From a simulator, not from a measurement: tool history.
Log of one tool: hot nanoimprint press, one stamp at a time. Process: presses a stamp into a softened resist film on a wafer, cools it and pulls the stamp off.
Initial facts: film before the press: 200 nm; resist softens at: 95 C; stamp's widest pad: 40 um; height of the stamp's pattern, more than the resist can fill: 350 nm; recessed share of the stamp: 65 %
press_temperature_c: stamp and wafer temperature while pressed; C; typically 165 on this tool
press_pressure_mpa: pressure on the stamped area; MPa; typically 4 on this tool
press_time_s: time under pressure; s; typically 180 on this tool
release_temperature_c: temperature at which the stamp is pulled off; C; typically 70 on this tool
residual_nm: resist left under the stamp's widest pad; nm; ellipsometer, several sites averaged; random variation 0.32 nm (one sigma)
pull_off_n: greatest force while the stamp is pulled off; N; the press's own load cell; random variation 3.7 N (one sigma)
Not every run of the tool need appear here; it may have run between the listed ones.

run,hour,press_temperature_c,press_pressure_mpa,press_time_s,release_temperature_c,residual_nm,pull_off_n
1,0,165,4,180,70,105.2,243
2,5,165,4,180,70,104.9,243
3,16.5,165,4,180,70,105.4,244
4,23.4,165,4,180,70,104.9,241
5,30.5,165,4,180,70,104.9,252
6,36.3,165,4,180,70,104.8,252
# hour 46: stamp cleaned and given a new release coat
7,49,165,4,180,70,104.2,183
8,56.8,165,4,180,70,104.5,182
9,65.2,165,4,180,57,104.8,232
10,71.7,165,4,180,57,104.4,231
11,79,165,4,180,70,104.7,184
12,84.1,165,4,180,70,104.1,195
13,92.5,165,4,180,70,104.4,192
14,103.6,165,4,180,70,104.6,197
15,113.3,165,4,180,70,104.4,186
16,119.3,157,4,249,70,126.9,195
17,124.5,157,4,249,70,126.4,192
18,134.2,157,4,249,70,126.6,196
19,144.5,157,4,249,70,126.8,192
# hour 148.4: plate thermocouple calibrated
20,153.6,155,3.13,249,71,145.9,187
21,158.6,165,4,167,60,105.5,217
22,167.2,168,4,180,66,91.9,205
23,176.4,165,4,180,58,103,239
24,183.4,165,4,180,58,102.9,232
25,192.6,165,2.92,180,70,118,195
26,199.6,158,5.65,96,70,138,197
# hour 205.8: plate thermocouple calibrated, once more
27,213.8,165,4,109,70,126.1,197
28,221.7,155,2.76,259,74,154.1,188
29,229.2,155,2.76,259,74,155,188

Hidden state or all else? Some run-to-run changes of residual_nm, split into what the settings, what came in and random variation would give without the hidden state, and what is left for the hidden state (with any gauge scatter that isn't in both results):
The tool's hidden condition here consists of: true temperature over the reading, C; pressure that arrives at the usual setting, %; grip of the stamp's worn release coat, % over a new coat's; drift of the gauge itself on residual_nm, %; drift of the gauge itself on pull_off_n, %.
Run 19 -> 20: press_temperature_c 157 -> 155, press_pressure_mpa 4 -> 3.13, release_temperature_c 70 -> 71, plate thermocouple calibrated. residual_nm +19.1 nm: hidden state -0.7, all else +19.8.
Run 20 -> 21: press_temperature_c 155 -> 165, press_pressure_mpa 3.13 -> 4, press_time_s 249 -> 167, release_temperature_c 71 -> 60. residual_nm -40.4 nm: hidden state +0.4, all else -40.8.
Run 26 -> 27: press_temperature_c 158 -> 165, press_pressure_mpa 5.65 -> 4, press_time_s 96 -> 109, plate thermocouple calibrated, once more. residual_nm -11.9 nm: hidden state +5.1, all else -17.
Run 27 -> 28: press_temperature_c 165 -> 155, press_pressure_mpa 4 -> 2.76, press_time_s 109 -> 259, release_temperature_c 70 -> 74. residual_nm +28 nm: hidden state -0.3, all else +28.3.
